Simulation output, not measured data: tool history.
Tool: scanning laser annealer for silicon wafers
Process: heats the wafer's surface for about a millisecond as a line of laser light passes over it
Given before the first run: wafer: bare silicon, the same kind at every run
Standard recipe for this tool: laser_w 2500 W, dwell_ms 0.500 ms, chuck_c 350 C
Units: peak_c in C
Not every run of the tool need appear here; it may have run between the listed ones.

{"run": 1, "hour": 0.0, "laser_w": 2500, "dwell_ms": 0.5, "chuck_c": 350, "peak_c": 1184}
{"run": 2, "hour": 33.4, "laser_w": 2500, "dwell_ms": 0.5, "chuck_c": 350, "peak_c": 1184}
{"run": 3, "hour": 83.8, "laser_w": 2500, "dwell_ms": 0.5, "chuck_c": 350, "peak_c": 1180}
{"run": 4, "hour": 105.1, "laser_w": 2526, "dwell_ms": 0.5, "chuck_c": 350, "peak_c": 1191}
{"run": 5, "hour": 140.9, "laser_w": 2500, "dwell_ms": 0.5, "chuck_c": 350, "peak_c": 1183}
{"run": 6, "hour": 191.0, "laser_w": 2500, "dwell_ms": 0.5, "chuck_c": 350, "peak_c": 1184}
{"run": 7, "hour": 214.3, "laser_w": 2500, "dwell_ms": 0.391, "chuck_c": 350, "peak_c": 1091}
{"hour": 236.4, "done": "window over the wafer cleaned"}
{"run": 8, "hour": 244.3, "laser_w": 2500, "dwell_ms": 0.357, "chuck_c": 350, "peak_c": 1062}
{"run": 9, "hour": 292.0, "laser_w": 2500, "dwell_ms": 0.4, "chuck_c": 328, "peak_c": 1076}
{"run": 10, "hour": 319.6, "laser_w": 2500, "dwell_ms": 0.407, "chuck_c": 350, "peak_c": 1102}
{"run": 11, "hour": 346.0, "laser_w": 2278, "dwell_ms": 0.5, "chuck_c": 360, "peak_c": 1102}
{"run": 12, "hour": 367.7, "laser_w": 2500, "dwell_ms": 0.5, "chuck_c": 347, "peak_c": 1179}
{"run": 13, "hour": 409.0, "laser_w": 2489, "dwell_ms": 0.5, "chuck_c": 347, "peak_c": 1175}

Forecast each of these 3 alternatives for the next run:
{"run": "A", "hour": 455.2, "laser_w": 2369, "dwell_ms": 0.522, "chuck_c": 366, "peak_c": "?"}
{"run": "B", "hour": 455.2, "laser_w": 2212, "dwell_ms": 0.469, "chuck_c": 366, "peak_c": "?"}
{"run": "C", "hour": 455.2, "laser_w": 2528, "dwell_ms": 0.5, "chuck_c": 380, "peak_c": "?"}

run=A peak_c=1160
run=B peak_c=1056
run=C peak_c=1226
Stripped of hidden state, with their random variation kept, the same runs would have yielded:
run=A peak_c=1160
run=B peak_c=1056
run=C peak_c=1227
